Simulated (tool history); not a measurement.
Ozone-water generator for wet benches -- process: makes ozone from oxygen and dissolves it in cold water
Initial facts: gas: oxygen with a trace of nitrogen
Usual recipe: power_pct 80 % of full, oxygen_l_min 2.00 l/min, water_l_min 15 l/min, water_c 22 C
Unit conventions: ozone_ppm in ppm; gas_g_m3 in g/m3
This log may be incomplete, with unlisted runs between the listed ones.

run	hour	power_pct	oxygen_l_min	water_l_min	water_c	ozone_ppm	gas_g_m3
1	0.0	80	2.00	15	22	11.5	156.4
2	23.9	80	2.00	14	22	12.2	154.5
3	52.2	80	2.00	15	22	11.5	157.0
4	98.9	80	2.00	15	22	11.7	156.3
5	125.4	80	2.00	15	25	11.1	156.8
6	170.5	80	2.00	15	25	11.4	158.3
7	221.0	80	2.00	15	25	11.4	157.6
8	251.5	80	2.00	15	25	11.2	158.3
9	302.4	80	2.00	15	22	11.6	159.2
10	339.8	80	2.00	15	22	11.6	159.6
11	384.0	80	2.00	15	22	11.3	159.8
12	419.0	80	2.00	15	22	11.6	160.2
13	449.9	41	2.00	15	22	8.2	112.1
# hour 476.2: gauge calibrated
14	476.2	80	2.00	15	21	11.7	154.0
15	526.0	80	2.00	15	21	11.6	157.1
16	567.6	80	2.00	15	21	11.8	155.4
17	601.1	80	2.00	15	19	12.0	157.0
18	647.6	80	2.00	15	19	11.8	157.0
19	682.0	60	2.00	15	16	10.5	136.7
20	711.6	60	2.00	15	16	10.2	135.8
21	737.0	60	2.00	15	16	10.3	135.9
22	767.3	63	2.00	10	16	15.5	139.7
23	809.2	79	1.97	10	17	16.9	160.0
24	855.4	83	2.31	18	17	10.4	151.6
25	881.0	49	2.05	18	17	7.7	122.4
26	906.2	52	2.05	17	17	8.5	125.1
27	955.0	60	2.93	15	30	9.3	111.3
28	986.8	60	2.93	15	30	9.3	111.9
29	1010.9	60	2.93	11	27	12.0	112.4
30	1054.2	60	2.93	11	27	11.9	113.1
31	1107.2	54	2.93	11	19	12.9	108.4
32	1139.5	54	2.09	16	19	9.2	130.2
33	1174.7	43	2.00	15	15	8.9	118.1

What if the next run were any one of these 3? Each begins from the tool's condition after run 33:
A	1227.0	80	1.36	17	19	?	?
B	1227.0	80	1.05	15	22	?	?
C	1227.0	80	2.00	15	26	?	?

run	ozone_ppm	gas_g_m3
A	9.6	200.4
B	10.1	231.2
C	11.0	163.9
Without the tool's unlogged condition, the same runs would have read:
run	ozone_ppm	gas_g_m3
A	9.6	191.5
B	10.1	220.9
C	11.0	156.5

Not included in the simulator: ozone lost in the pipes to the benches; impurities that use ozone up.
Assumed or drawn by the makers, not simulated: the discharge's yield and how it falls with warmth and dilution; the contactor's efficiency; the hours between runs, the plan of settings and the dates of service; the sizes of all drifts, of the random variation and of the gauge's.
